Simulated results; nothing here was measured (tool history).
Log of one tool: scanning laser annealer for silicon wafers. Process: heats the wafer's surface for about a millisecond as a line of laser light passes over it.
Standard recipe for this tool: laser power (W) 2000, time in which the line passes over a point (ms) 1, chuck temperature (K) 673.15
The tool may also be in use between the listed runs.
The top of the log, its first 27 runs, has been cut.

| run | hour | laser power (W) | time in which the line passes over a point (ms) | chuck temperature (K) | hours of work since the window was cleaned | hours of work since the power meter was calibrated | hours of work since the optics were aligned | highest temperature of the surface (K) |
|---|---|---|---|---|---|---|---|---|
| 28 | 247.7 | 1954 | 1 | 672.15 | 176 | 10 | 1155 | 1339.15 |
| 29 | 258 | 2021 | 0.77 | 695.15 | 182 | 16 | 1161 | 1302.15 |
| 30 | 264.6 | 1889 | 0.93 | 633.15 | 186 | 20 | 1165 | 1257.15 |
| 31 | 271.9 | 1889 | 0.93 | 633.15 | 190 | 24 | 1169 | 1254.15 |
| 32 | 279.1 | 1889 | 0.93 | 633.15 | 194 | 28 | 1173 | 1256.15 |
| 33 | 289.8 | 1753 | 0.93 | 633.15 | 200 | 34 | 1180 | 1207.15 |
|  | 293.6 | laser's power meter calibrated, once more |
| 34 | 305.3 | 2000 | 0.94 | 636.15 | 208 | 7 | 1187 | 1298.15 |
| 35 | 312.4 | 2000 | 0.94 | 636.15 | 212 | 11 | 1191 | 1297.15 |
| 36 | 325.4 | 2000 | 0.94 | 636.15 | 219 | 18 | 1198 | 1297.15 |
| 37 | 337 | 2000 | 0.94 | 636.15 | 226 | 25 | 1205 | 1297.15 |
| 38 | 342.5 | 2000 | 0.94 | 706.15 | 229 | 28 | 1208 | 1366.15 |
| 39 | 352.7 | 1836 | 0.82 | 685.15 | 235 | 34 | 1214 | 1252.15 |
| 40 | 364.1 | 2000 | 1.16 | 660.15 | 242 | 41 | 1221 | 1390.15 |

Alternative continuations, all from the tool just after run 40; predict every row:
| A | 372.6 | 1844 | 1 | 673.15 | 247 | 46 | 1226 | ? |
| B | 372.6 | 2000 | 0.72 | 673.15 | 247 | 46 | 1226 | ? |
| C | 372.6 | 1804 | 1.16 | 660.15 | 247 | 46 | 1226 | ? |

| run | highest temperature of the surface (K) |
|---|---|
| A | 1299.15 |
| B | 1252.15 |
| C | 1317.15 |
Without the tool's unlogged condition, the same runs would have read:
| run | highest temperature of the surface (K) |
|---|---|
| A | 1321.15 |
| B | 1272.15 |
| C | 1339.15 |
